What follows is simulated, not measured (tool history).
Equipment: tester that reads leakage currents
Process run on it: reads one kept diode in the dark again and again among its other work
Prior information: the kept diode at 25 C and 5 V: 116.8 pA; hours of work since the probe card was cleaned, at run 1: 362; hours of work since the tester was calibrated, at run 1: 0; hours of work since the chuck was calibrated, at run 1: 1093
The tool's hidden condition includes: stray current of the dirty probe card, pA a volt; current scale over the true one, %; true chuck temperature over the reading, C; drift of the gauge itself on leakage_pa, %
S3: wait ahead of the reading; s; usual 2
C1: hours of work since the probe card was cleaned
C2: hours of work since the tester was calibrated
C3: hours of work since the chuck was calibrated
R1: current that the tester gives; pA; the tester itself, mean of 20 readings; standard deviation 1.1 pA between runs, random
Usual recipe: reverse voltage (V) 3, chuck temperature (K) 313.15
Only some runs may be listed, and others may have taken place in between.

Run 1, hour 0: usual settings; C1 362; C2 0; C3 1093. Result: R1 306.59 pA.
Run 2, hour 89.3: usual settings; C1 432; C2 70; C3 1163. Result: R1 306.03 pA.
Run 3, hour 282.5: usual settings; C1 584; C2 221; C3 1314. Result: R1 298.6 pA.
Run 4, hour 423.5: usual settings; C1 694; C2 332; C3 1425. Result: R1 295.94 pA.
Run 5, hour 576.2: usual settings; C1 814; C2 452; C3 1545. Result: R1 290.46 pA.
Run 6, hour 738.6: usual settings; C1 941; C2 579; C3 1672. Result: R1 288.09 pA.
At hour 799.3: chuck's temperature calibrated.
Run 7, hour 935.9: usual settings; C1 1094; C2 732; C3 107. Result: R1 352.98 pA.
Run 8, hour 1111.5: usual settings; C1 1232; C2 870; C3 245. Result: R1 350.05 pA.
Run 9, hour 1268.2: usual settings; C1 1355; C2 992; C3 367. Result: R1 344.61 pA.
Run 10, hour 1419.3: usual settings; C1 1473; C2 1111; C3 486. Result: R1 340.19 pA.
Run 11, hour 1501.1: usual settings; C1 1537; C2 1175; C3 550. Result: R1 338.24 pA.
Run 12, hour 1636.6: usual settings; C1 1643; C2 1281; C3 656. Result: R1 333.59 pA.
Run 13, hour 1735.7: usual settings but chuck temperature (K) 306.15; C1 1721; C2 1359; C3 734. Result: R1 182.42 pA.
Run 14, hour 1863.4: usual settings; C1 1821; C2 1459; C3 834. Result: R1 327.53 pA.
Run 15, hour 2025.9: usual settings; C1 1949; C2 1586; C3 961. Result: R1 323.23 pA.
At hour 2041.8: probe card cleaned and baked.
Run 16, hour 2221.2: usual settings; C1 141; C2 1737; C3 1112. Result: R1 311.18 pA.
Run 17, hour 2376.5: usual settings; C1 262; C2 1859; C3 1234. Result: R1 307.63 pA.
Run 18, hour 2524: usual settings but chuck temperature (K) 321.15; C1 378; C2 1974; C3 1349. Result: R1 597 pA.
Run 19, hour 2615.4: usual settings but chuck temperature (K) 321.15; C1 450; C2 2046; C3 1421. Result: R1 588.17 pA.
At hour 2633.3: tester calibrated.
Run 20, hour 2805.9: usual settings but chuck temperature (K) 321.15; C1 597; C2 135; C3 1569. Result: R1 583.18 pA.
Run 21, hour 2915.2: usual settings but chuck temperature (K) 324.15, S3 4.28 s; C1 683; C2 221; C3 1654. Result: R1 738.66 pA.
At hour 3007.3: chuck's temperature calibrated.
Run 22, hour 3034.3: usual settings but chuck temperature (K) 324.15, S3 4.28 s; C1 775; C2 313; C3 21. Result: R1 892.22 pA.
Run 23, hour 3178.3: usual settings but reverse voltage (V) 2.88, chuck temperature (K) 319.15; C1 888; C2 426; C3 134. Result: R1 575.95 pA.
Run 24, hour 3317.2: usual settings but chuck temperature (K) 298.15, S3 0.6 s; C1 996; C2 534; C3 243. Result: R1 96.36 pA.
At hour 3435.1: tester calibrated, once more.
Run 25, hour 3460.5: usual settings but chuck temperature (K) 298.15, S3 0.6 s; C1 1107; C2 20; C3 354. Result: R1 93.56 pA.
Run 26, hour 3617.8: usual settings but reverse voltage (V) 15.7, S3 1.26 s; C1 1230; C2 143; C3 477. Result: R1 752.92 pA.
Run 27, hour 3769.8: usual settings but reverse voltage (V) 6.36, chuck temperature (K) 300.15; C1 1350; C2 262; C3 596. Result: R1 157.58 pA.
Run 28, hour 3879.7: usual settings but reverse voltage (V) 6.36, chuck temperature (K) 300.15; C1 1436; C2 348; C3 682. Result: R1 157.54 pA.
Run 29, hour 4068.9: usual settings but reverse voltage (V) 6.36, chuck temperature (K) 300.15; C1 1584; C2 497; C3 830. Result: R1 154.26 pA.
Run 30, hour 4172.1: usual settings but reverse voltage (V) 6.36, chuck temperature (K) 300.15; C1 1665; C2 578; C3 911. Result: R1 153.69 pA.
Run 31, hour 4287.5: usual settings but reverse voltage (V) 6.36, chuck temperature (K) 300.15; C1 1755; C2 668; C3 1002. Result: R1 153.65 pA.
Run 32, hour 4436.7: usual settings but reverse voltage (V) 6.36, chuck temperature (K) 300.15, S3 0.44 s; C1 1872; C2 785; C3 1119. Result: R1 155.85 pA.
At hour 4549: probe card cleaned and baked.
Run 33, hour 4616.5: usual settings but reverse voltage (V) 8.78, chuck temperature (K) 296.15, S3 2.02 s; C1 53; C2 924; C3 1257. Result: R1 108.95 pA.
Run 34, hour 4760.9: usual settings but reverse voltage (V) 8.78, chuck temperature (K) 296.15, S3 2.02 s; C1 166; C2 1037; C3 1370. Result: R1 108.19 pA.

Estimate the outcome of run 35 from the log above:
Run 35, hour 4857.5: usual settings but reverse voltage (V) 8.78, chuck temperature (K) 318.15, S3 0.8 s; C1 242; C2 1112; C3 1446. Result: R1 ?.

Run 35 measured R1 760.72 pA.
With no hidden state in the tool, this same run would have given R1 894.91 pA.
